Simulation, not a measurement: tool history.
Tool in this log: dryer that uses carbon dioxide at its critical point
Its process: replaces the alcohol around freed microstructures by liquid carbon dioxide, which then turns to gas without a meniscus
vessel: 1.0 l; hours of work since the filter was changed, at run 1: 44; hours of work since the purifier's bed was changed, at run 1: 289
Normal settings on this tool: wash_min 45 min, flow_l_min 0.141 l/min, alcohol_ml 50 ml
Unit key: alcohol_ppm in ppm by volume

run	hour	wash_min	flow_l_min	alcohol_ml	hours of work since the filter was changed	hours of work since the purifier's bed was changed	alcohol_ppm
1	0	45	0.141	50	44	289	650
2	8.6	45	0.141	31	50	296	463
3	12.8	45	0.141	50	53	299	671
4	17.1	45	0.141	50	57	302	676
5	21.1	45	0.141	50	60	305	683
6	27	45	0.141	50	64	309	693
7	32.3	45	0.141	50	68	313	668
8	37.2	45	0.141	50	71	317	679
9	42.3	55	0.105	50	75	320	957
10	47.6	38	0.111	24	79	324	1333
11	57.4	67	0.203	86	86	332	149
12	62.9	39	0.203	49	91	336	325
13	68.8	45	0.224	78	95	340	212
14	73.6	45	0.224	78	99	344	220
15	78.7	55	0.141	30	102	347	290
16	85.1	55	0.141	30	107	352	301

Below are 3 alternative next runs, each starting from the tool's condition after run 16. Predict each:
A	92	32	0.132	89	112	357	?
B	92	50	0.141	23	112	357	?
C	92	62	0.141	31	112	357	?

run	alcohol_ppm
A	4848
B	318
C	232
Stripped of hidden state, with their random variation kept, the same runs would have yielded:
run	alcohol_ppm
A	4116
B	131
C	57

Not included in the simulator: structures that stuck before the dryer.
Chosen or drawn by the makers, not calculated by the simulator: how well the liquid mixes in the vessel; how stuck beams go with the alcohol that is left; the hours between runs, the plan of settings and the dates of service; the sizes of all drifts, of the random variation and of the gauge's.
